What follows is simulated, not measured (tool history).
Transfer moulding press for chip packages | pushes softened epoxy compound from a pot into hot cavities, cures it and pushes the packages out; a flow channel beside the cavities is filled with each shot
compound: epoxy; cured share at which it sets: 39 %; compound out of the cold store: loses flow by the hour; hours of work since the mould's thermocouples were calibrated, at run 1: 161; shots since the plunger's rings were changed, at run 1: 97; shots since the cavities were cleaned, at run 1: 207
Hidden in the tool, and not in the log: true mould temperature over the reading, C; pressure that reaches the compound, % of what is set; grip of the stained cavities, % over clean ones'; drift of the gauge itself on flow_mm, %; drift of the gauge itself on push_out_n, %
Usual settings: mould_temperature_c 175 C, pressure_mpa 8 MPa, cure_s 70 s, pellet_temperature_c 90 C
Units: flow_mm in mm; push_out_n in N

run	hour	mould_temperature_c	pressure_mpa	cure_s	pellet_temperature_c	hours of work since the mould's thermocouples were calibrated	shots since the plunger's rings were changed	shots since the cavities were cleaned	incoming compound's hours out of the cold store	flow_mm	push_out_n
1	0	175	8	70	90	161	97	207	28.8	567	439
2	8	175	8	70	90	165	205	315	41.6	534	441
3	12.2	175	8	70	90	168	263	373	12.4	587	469
# hour 18.5: cavities cleaned with cleaning compound and waxed
4	20.6	175	8	70	90	172	357	28	24.6	574	454
5	26.5	175	9.34	70	90	175	437	108	16.5	622	465
6	32.3	175	9.34	70	90	179	515	186	36.1	585	455
7	37.4	175	9.34	70	90	182	586	257	42.2	579	436
8	44.3	175	9.34	70	90	186	679	350	10.8	640	480
9	50.4	175	8	70	90	189	762	433	19.1	576	475
# hour 52.6: cavities cleaned with cleaning compound and waxed
10	58.9	175	8	70	90	193	857	85	25.4	566	445
11	66.6	175	8	70	90	198	962	190	20.2	570	459
12	71.3	175	6.91	70	90	201	1026	254	16.6	537	449
13	76.6	175	6.3	70	90	204	1098	326	11.4	521	461
14	81.7	175	6.3	70	90	207	1167	395	19	511	467
# hour 86.5: cavities cleaned with cleaning compound and waxed
15	90.6	168	6.06	70	90	211	1268	55	23.6	522	715
16	97.9	168	6.06	70	90	215	1368	155	21.8	509	707
17	104.7	176	7.85	68	90	219	1460	247	20.4	556	473
18	110.1	176	7.85	68	90	222	1533	320	18.2	565	480
19	115.1	176	7.85	68	90	225	1602	389	20.7	568	457
# hour 120.4: cavities cleaned with cleaning compound and waxed
20	120.4	170	8	70	92	228	1654	0	29.6	566	576
21	126.9	175	8	97	93	231	1742	88	14.7	584	216
22	135.3	180	8.56	77	97	236	1857	203	34.1	550	236
23	139.7	175	7.3	70	99	239	1916	262	36.3	516	411
24	147.8	175	7.3	70	99	244	2026	372	36.7	516	409
25	152.2	175	7.3	70	99	246	2087	433	35.2	519	414
# hour 154.5: cavities cleaned with cleaning compound and waxed
26	157.8	175	7.3	70	99	249	2142	45	41.2	508	405
27	162.6	175	7.3	70	99	251	2207	110	32.8	528	409
28	169	183	9.91	88	83	255	2295	198	30.1	607	197

How the hidden state differs across the entries between the runs, from the last listed run before each to the first after it:
Between runs 3 and 4: cavities cleaned with cleaning compound and waxed (hour 18.5)
  pressure that reaches the compound, % of what is set: 99.95 -> 99.94; grip of the stained cavities, % over clean ones': 1.7 -> 0.2
Between runs 9 and 10: cavities cleaned with cleaning compound and waxed (hour 52.6)
  pressure that reaches the compound, % of what is set: 99.9 -> 99.89; grip of the stained cavities, % over clean ones': 1.8 -> 0.5
Between runs 14 and 15: cavities cleaned with cleaning compound and waxed (hour 86.5)
  pressure that reaches the compound, % of what is set: 99.86 -> 99.85; grip of the stained cavities, % over clean ones': 1.7 -> 0.3
Between runs 19 and 20: cavities cleaned with cleaning compound and waxed (hour 120.4)
  grip of the stained cavities, % over clean ones': 1.7 -> 0
Between runs 25 and 26: cavities cleaned with cleaning compound and waxed (hour 154.5)
  pressure that reaches the compound, % of what is set: 99.76 -> 99.75; grip of the stained cavities, % over clean ones': 1.8 -> 0.3

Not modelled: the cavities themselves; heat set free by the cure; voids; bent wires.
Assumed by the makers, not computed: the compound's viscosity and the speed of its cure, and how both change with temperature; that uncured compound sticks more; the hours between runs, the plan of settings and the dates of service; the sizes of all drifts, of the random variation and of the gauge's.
